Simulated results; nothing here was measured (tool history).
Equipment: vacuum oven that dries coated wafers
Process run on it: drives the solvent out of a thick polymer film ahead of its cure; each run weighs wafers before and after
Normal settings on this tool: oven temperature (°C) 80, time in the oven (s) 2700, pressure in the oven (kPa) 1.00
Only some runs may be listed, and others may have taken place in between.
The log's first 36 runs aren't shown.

run,hour,oven temperature (°C),time in the oven (s),pressure in the oven (kPa),solvent left in the film (%)
37,609.0,78,2760,0.50,3.15
38,619.9,78,2760,0.50,3.10
39,630.8,78,2760,0.50,3.06
40,644.0,78,2760,0.50,3.16
41,654.1,83,1620,1.96,4.91
42,668.5,71,1620,2.66,8.40
43,680.5,68,2700,1.00,6.11
44,692.1,89,2700,1.62,1.68
45,712.0,89,2700,1.62,1.63
46,722.5,89,2700,1.62,1.62
47,740.9,81,2700,2.84,3.51

4 options for the next run, each taken on its own from the tool as it stands now. Forecast them:
A,755.2,70,3780,0.88,?
B,755.2,75,4200,2.96,?
C,755.2,77,3840,1.00,?
D,755.2,75,1740,0.55,?

run,solvent left in the film (%)
A,3.92
B,3.68
C,2.37
D,6.05
The same runs, with their run-to-run variation unchanged, on a tool lacking any hidden condition would have given:
run,solvent left in the film (%)
A,3.62
B,3.40
C,2.14
D,5.78

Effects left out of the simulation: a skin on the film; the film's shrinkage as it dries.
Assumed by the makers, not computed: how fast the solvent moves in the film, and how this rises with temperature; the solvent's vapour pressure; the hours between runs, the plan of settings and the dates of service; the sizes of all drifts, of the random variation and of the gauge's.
